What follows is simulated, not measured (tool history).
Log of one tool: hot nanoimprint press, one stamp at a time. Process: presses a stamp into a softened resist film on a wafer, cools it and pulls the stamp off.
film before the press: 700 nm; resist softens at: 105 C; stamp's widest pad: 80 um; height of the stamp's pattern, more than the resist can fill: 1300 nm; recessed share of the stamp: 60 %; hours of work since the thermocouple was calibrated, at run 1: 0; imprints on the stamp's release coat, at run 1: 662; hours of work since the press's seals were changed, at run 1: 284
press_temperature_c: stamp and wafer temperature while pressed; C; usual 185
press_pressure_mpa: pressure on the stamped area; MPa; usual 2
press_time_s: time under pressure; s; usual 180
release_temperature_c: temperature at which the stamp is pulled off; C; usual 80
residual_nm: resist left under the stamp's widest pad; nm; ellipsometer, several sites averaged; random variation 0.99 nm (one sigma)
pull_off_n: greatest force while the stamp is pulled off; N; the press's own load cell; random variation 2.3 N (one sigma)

run	day	press_temperature_c	press_pressure_mpa	press_time_s	release_temperature_c	hours of work since the thermocouple was calibrated	imprints on the stamp's release coat	hours of work since the press's seals were changed	residual_nm	pull_off_n
1	0	185	2	180	80	0	662	284	355	233
2	2.575	185	2	180	80	41	805	324	356.5	240
3	4.571	185	2	180	80	72	916	356	356.6	243
4	5.883	185	2	180	80	93	989	377	357.2	242
5	8.275	185	2	180	80	131	1121	414	358.7	245
6	10.704	185	2	180	80	169	1256	453	360.2	251
7	12.383	185	2	180	79	196	1349	479	361.3	261
8	14.612	185	2	180	75	231	1473	514	362.7	286
9	16.008	185	2	180	75	253	1550	536	364.2	295
10	17.483	185	2	180	75	276	1632	560	364.5	286
11	20.279	185	2	180	75	320	1788	604	366.6	295
12	21.562	185	2	180	75	341	1859	624	368	298
# day 22.067: press's hydraulic seals changed and the load cell set to zero
13	23.304	185	1.74	180	75	363	1937	20	383.6	299
14	24.517	185	1.74	180	75	382	2004	39	383.9	305
# day 27.125: plate thermocouple calibrated
15	27.4	185	2	180	80	4	2157	82	350.5	261
16	29.146	185	2	180	80	32	2254	110	352.1	260
# day 30.804: stamp cleaned and given a new release coat
17	32.188	175	1.66	175	80	76	77	154	526.1	231
18	35	185	2.34	326	66	120	233	198	265	321
19	36.762	185	2.34	326	66	148	331	226	266.5	329
20	39.262	189	2.34	326	66	188	470	266	225.7	324
21	40.938	189	2.34	326	66	214	563	292	227.7	337
22	43.5	189	2.34	326	66	255	705	332	229.3	336
23	45.812	175	1.48	92	80	291	833	369	606.5	243
24	47.296	175	1.48	115	69	315	915	392	590.9	317
25	49.917	185	2.56	180	79	356	1061	434	327.1	260
26	51.6	190	2	180	69	383	1154	460	305.3	329
27	53.488	179	2	180	86	412	1259	490	451.2	209
# day 54.292: plate thermocouple calibrated
28	55.958	185	1.72	180	80	26	1389	527	379	246
29	58.633	175	2	335	67	69	1538	570	422.4	345
30	60.333	179	2.2	110	81	95	1632	596	487.9	242

4 ways to go on from here, each from the tool as it stands after run 30. What would each give?
A	62.092	175	2.2	110	70	123	1729	624	?	?
B	62.092	179	2.2	110	87	123	1729	624	?	?
C	62.092	185	2.94	203	80	123	1729	624	?	?
D	62.092	179	1.3	110	81	123	1729	624	?	?

run	residual_nm	pull_off_n
A	543.4	322
B	489.8	206
C	291.2	258
D	561.1	251
Without the tool's hidden state the same runs would have given:
run	residual_nm	pull_off_n
A	534.3	287
B	479.7	182
C	280.2	229
D	555	223
